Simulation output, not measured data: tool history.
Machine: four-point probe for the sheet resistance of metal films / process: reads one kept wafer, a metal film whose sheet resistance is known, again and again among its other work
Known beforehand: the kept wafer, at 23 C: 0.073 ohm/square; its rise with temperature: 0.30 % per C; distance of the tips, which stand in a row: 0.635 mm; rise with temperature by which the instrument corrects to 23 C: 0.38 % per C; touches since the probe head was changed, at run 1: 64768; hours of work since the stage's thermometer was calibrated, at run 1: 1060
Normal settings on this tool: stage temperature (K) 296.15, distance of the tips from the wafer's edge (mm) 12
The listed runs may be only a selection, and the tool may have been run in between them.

run	day	stage temperature (K)	distance of the tips from the wafer's edge (mm)	touches since the probe head was changed	hours of work since the stage's thermometer was calibrated	sheet resistance as the instrument gives it (ohm/square)
1	0	296.15	12	64768	1060	0.073119
2	4.638	296.15	12	67035	1107	0.073129
3	8.458	296.15	12	68904	1145	0.073152
4	11.017	306.15	12	70155	1171	0.072581
5	15.092	306.15	12	72149	1212	0.072574
6	18.717	306.15	12	73920	1249	0.072583
7	21.129	296.15	14	75101	1273	0.073125
8	25.404	296.15	14	77190	1316	0.073157
9	29.375	296.15	14	79132	1356	0.073162
10	32.317	296.15	12	80572	1386	0.07315
11	34.283	296.15	12	81533	1405	0.073158
12	36.429	296.15	12	82582	1427	0.073164
13	40.15	303.15	12	84402	1465	0.072795
14	43.283	303.15	12	85934	1496	0.072776
15	46.15	294.15	12	87336	1525	0.073333
16	48.133	294.15	7	88305	1545	0.073537
17	52.567	294.15	7	90474	1590	0.07353
# day 55.942: stage's thermometer calibrated
18	57.15	296.15	6	92705	12	0.073623
19	61.617	296.15	6	94888	57	0.073628
20	65.7	296.15	6	96886	98	0.073632
21	69.858	296.15	6	98918	140	0.073636
22	73.992	296.15	6	100940	182	0.073635
23	76.229	296.15	6	102033	204	0.073634
24	79.15	307.15	16	103463	234	0.072645
25	83.15	302.15	4	105419	274	0.073842
26	85.721	293.15	9	106676	300	0.073576
27	88.979	293.15	9	108269	333	0.073621
28	93.133	293.15	9	110300	375	0.073618
29	95.854	296.15	15	111631	402	0.073334
30	99.292	296.15	73	113311	437	0.073264
31	101.258	296.15	73	114274	457	0.073235
32	103.233	297.15	71	115239	477	0.073181
33	105.521	296.15	9	116357	500	0.073443
34	109.558	296.15	9	118331	540	0.07343
35	111.988	295.15	34	119519	565	0.073336
36	116.204	298.15	5	121583	607	0.073779
37	118.6	300.15	34	122754	632	0.073043
38	122.988	300.15	34	124898	676	0.073027
39	124.892	305.15	23	125830	695	0.072791
40	128.246	304.15	50	127470	729	0.072818
41	132.654	294.15	19	129626	773	0.073454
42	136.238	294.15	19	131379	809	0.073444
43	139.746	296.15	44	133093	845	0.073313
44	143.392	296.15	44	134876	881	0.073294
45	146.392	297.15	12	136343	912	0.073346

For some of the steps in sheet resistance as the instrument gives it (ohm/square) from one run to the next: how much would appear even if the tool had no hidden state, given the settings, what came in and random variation, and how much remains for the hidden state plus any gauge scatter that the measured result and the result without hidden state don't share?
The tool's hidden condition here consists of: inner tips' distance over the nominal, %; tips' flats over new ones', %; wafer's true temperature over the reading, C; drift of the gauge itself on sheet_ohm, %.
Run 17 -> 18: stage temperature (K) 294.15 -> 296.15, distance of the tips from the wafer's edge (mm) 7 -> 6, stage's thermometer calibrated. sheet resistance as the instrument gives it (ohm/square) +0.000093: hidden state +0.000072, all else +0.000021.
Run 23 -> 24: stage temperature (K) 296.15 -> 307.15, distance of the tips from the wafer's edge (mm) 6 -> 16. sheet resistance as the instrument gives it (ohm/square) -0.000989: hidden state +0.000003, all else -0.000992.
Run 24 -> 25: stage temperature (K) 307.15 -> 302.15, distance of the tips from the wafer's edge (mm) 16 -> 4. sheet resistance as the instrument gives it (ohm/square) +0.001197: hidden state +0.00001, all else +0.001187.
Run 35 -> 36: stage temperature (K) 295.15 -> 298.15, distance of the tips from the wafer's edge (mm) 34 -> 5. sheet resistance as the instrument gives it (ohm/square) +0.000443: hidden state +0.000009, all else +0.000434.
Run 36 -> 37: stage temperature (K) 298.15 -> 300.15, distance of the tips from the wafer's edge (mm) 5 -> 34. sheet resistance as the instrument gives it (ohm/square) -0.000736: hidden state +0.000001, all else -0.000737.
